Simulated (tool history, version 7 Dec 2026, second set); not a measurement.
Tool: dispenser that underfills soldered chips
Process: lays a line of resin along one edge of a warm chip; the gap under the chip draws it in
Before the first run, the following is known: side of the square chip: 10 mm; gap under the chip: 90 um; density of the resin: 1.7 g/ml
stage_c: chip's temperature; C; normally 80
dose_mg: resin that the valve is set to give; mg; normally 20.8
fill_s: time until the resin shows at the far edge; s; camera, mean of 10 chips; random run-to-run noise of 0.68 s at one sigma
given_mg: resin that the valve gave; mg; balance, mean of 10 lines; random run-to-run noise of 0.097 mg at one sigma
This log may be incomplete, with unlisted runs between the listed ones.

run	hour	stage_c	dose_mg	fill_s	given_mg
1	0	80	20.8	68	18.87
# hour 8.7: new syringe of resin
# hour 11.5: dispensing valve cleaned and set on the balance
2	15.2	80	24.8	65.2	24.66
# hour 23.9: new syringe of resin
3	24	80	21.9	58.2	21.75
4	36	80	20.8	75	20.48
# hour 37.7: new syringe of resin
5	43.6	80	20.8	65.9	20.24
# hour 52.4: new syringe of resin
6	54.1	80	20.8	62.4	20.42
# hour 67.2: new syringe of resin
7	67.4	80	20.8	58.6	20.22
8	75.2	92	19.5	45.9	18.79
# hour 81.7: new syringe of resin
9	89.8	80	18.8	73.5	17.88
# hour 96.3: new syringe of resin
10	101.2	80	18.8	67.4	17.81
11	109.6	80	24	73.5	22.5
# hour 110.8: new syringe of resin
# hour 125.3: new syringe of resin
12	126.1	81	18	61.8	17.01

Branching from run 12: 3 alternative next runs. What would each branch give?
A	136.5	67	23.3	?	?
B	136.5	70	24.8	?	?
C	136.5	80	20.4	?	?

run	fill_s	given_mg
A	117.6	21.64
B	102.9	23.19
C	73.6	18.99
Without the tool's unlogged condition, the same runs would have read:
run	fill_s	given_mg
A	98.4	23.23
B	86.4	24.9
C	60.7	20.39

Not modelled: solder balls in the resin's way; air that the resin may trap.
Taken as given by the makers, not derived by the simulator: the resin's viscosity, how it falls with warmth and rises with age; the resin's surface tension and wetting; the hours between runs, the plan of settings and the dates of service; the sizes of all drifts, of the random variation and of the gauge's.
